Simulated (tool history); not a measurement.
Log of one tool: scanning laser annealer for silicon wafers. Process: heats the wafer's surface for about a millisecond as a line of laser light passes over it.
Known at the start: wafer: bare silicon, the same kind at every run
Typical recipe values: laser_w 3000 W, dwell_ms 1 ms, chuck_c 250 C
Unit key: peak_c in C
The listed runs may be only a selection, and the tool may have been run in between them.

{"run": 1, "day": 0.0, "laser_w": 3000, "dwell_ms": 1, "chuck_c": 250, "peak_c": 981}
{"run": 2, "day": 0.717, "laser_w": 3000, "dwell_ms": 1, "chuck_c": 250, "peak_c": 983}
{"run": 3, "day": 1.446, "laser_w": 3000, "dwell_ms": 1, "chuck_c": 255, "peak_c": 986}
{"run": 4, "day": 1.85, "laser_w": 3000, "dwell_ms": 1, "chuck_c": 250, "peak_c": 975}
{"run": 5, "day": 2.508, "laser_w": 3000, "dwell_ms": 1, "chuck_c": 250, "peak_c": 977}
{"run": 6, "day": 2.988, "laser_w": 3000, "dwell_ms": 1, "chuck_c": 216, "peak_c": 944}
{"run": 7, "day": 3.554, "laser_w": 3000, "dwell_ms": 1, "chuck_c": 216, "peak_c": 942}
{"run": 8, "day": 4.142, "laser_w": 2580, "dwell_ms": 1, "chuck_c": 250, "peak_c": 867}
{"run": 9, "day": 4.579, "laser_w": 2580, "dwell_ms": 1, "chuck_c": 250, "peak_c": 866}
{"run": 10, "day": 5.117, "laser_w": 2580, "dwell_ms": 1, "chuck_c": 250, "peak_c": 868}
{"run": 11, "day": 5.771, "laser_w": 2580, "dwell_ms": 1, "chuck_c": 250, "peak_c": 866}
{"run": 12, "day": 6.446, "laser_w": 3284, "dwell_ms": 0.95, "chuck_c": 264, "peak_c": 1038}
{"run": 13, "day": 6.842, "laser_w": 3284, "dwell_ms": 0.95, "chuck_c": 264, "peak_c": 1038}
{"day": 7.571, "done": "optics aligned, line set to its width"}
{"run": 14, "day": 7.621, "laser_w": 3134, "dwell_ms": 1.12, "chuck_c": 252, "peak_c": 1055}
{"run": 15, "day": 7.946, "laser_w": 3040, "dwell_ms": 0.78, "chuck_c": 256, "peak_c": 894}
{"run": 16, "day": 8.688, "laser_w": 3040, "dwell_ms": 1.12, "chuck_c": 256, "peak_c": 1032}
{"run": 17, "day": 9.35, "laser_w": 3040, "dwell_ms": 1.12, "chuck_c": 256, "peak_c": 1024}
{"day": 9.758, "done": "optics aligned, line set to its width, once more"}
{"run": 18, "day": 9.858, "laser_w": 3040, "dwell_ms": 1.12, "chuck_c": 256, "peak_c": 1044}
{"run": 19, "day": 10.521, "laser_w": 3000, "dwell_ms": 0.73, "chuck_c": 214, "peak_c": 829}
{"run": 20, "day": 11.008, "laser_w": 3000, "dwell_ms": 0.73, "chuck_c": 214, "peak_c": 825}
{"run": 21, "day": 11.517, "laser_w": 3000, "dwell_ms": 0.73, "chuck_c": 214, "peak_c": 830}
{"run": 22, "day": 12.25, "laser_w": 3000, "dwell_ms": 0.73, "chuck_c": 214, "peak_c": 826}

4 options for the next run, each taken on its own from the tool as it stands now. Forecast them:
{"run": "A", "day": 12.912, "laser_w": 3000, "dwell_ms": 0.77, "chuck_c": 232, "peak_c": "?"}
{"run": "B", "day": 12.912, "laser_w": 3003, "dwell_ms": 0.99, "chuck_c": 278, "peak_c": "?"}
{"run": "C", "day": 12.912, "laser_w": 3000, "dwell_ms": 0.78, "chuck_c": 278, "peak_c": "?"}
{"run": "D", "day": 12.912, "laser_w": 3010, "dwell_ms": 0.94, "chuck_c": 253, "peak_c": "?"}

run=A peak_c=858
run=B peak_c=996
run=C peak_c=912
run=D peak_c=955
Had the tool no hidden state, the same runs would have come out as:
run=A peak_c=882
run=B peak_c=1023
run=C peak_c=936
run=D peak_c=982
